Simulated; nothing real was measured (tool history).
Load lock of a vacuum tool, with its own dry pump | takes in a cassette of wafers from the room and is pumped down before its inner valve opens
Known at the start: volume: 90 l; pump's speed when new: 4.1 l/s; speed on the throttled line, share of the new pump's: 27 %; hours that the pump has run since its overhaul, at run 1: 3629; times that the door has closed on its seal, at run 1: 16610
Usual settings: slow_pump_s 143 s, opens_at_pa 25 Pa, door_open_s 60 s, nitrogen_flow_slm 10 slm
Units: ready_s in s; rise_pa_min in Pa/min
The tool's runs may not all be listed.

run,hour,slow_pump_s,opens_at_pa,door_open_s,nitrogen_flow_slm,hours that the pump has run since its overhaul,times that the door has closed on its seal,"incoming humidity of the room's air, %",ready_s,rise_pa_min
1,0,143,25,60,10,3629,16610,42.4,303.1,0.066
2,64.2,143,25,60,10,3693,16861,47,302.1,0.066
3,163.9,143,25,60,10,3793,17252,47.3,306.4,0.08
4,281,143,25,60,10,3910,17711,42.6,302.1,0.078
5,338.2,143,25,60,10,3967,17935,44.5,300.4,0.076
6,430.2,143,25,60,10,4059,18295,43.8,303.3,0.074
7,503.6,143,25,60,10,4132,18583,41.8,300.8,0.077
8,599.5,143,19,60,10,4228,18959,47.2,307.3,0.077
9,715.3,199,25,60,10,4344,19412,44,344.3,0.076
10,824.5,143,25,68,10,4453,19840,46,300.2,0.079
11,887.8,143,25,68,10,4516,20088,42.6,304.6,0.085
12,1000.7,143,25,68,10,4629,20530,43.9,307.5,0.086

The next listed run, before its measurement:
13,1077.6,143,25,68,10,4706,20832,48.4,?,?

{"run 13": {"ready_s": 305.7, "rise_pa_min": 0.094}}
Without the tool's hidden state the same run would have given ready_s 291 s, rise_pa_min 0.025 Pa/min.
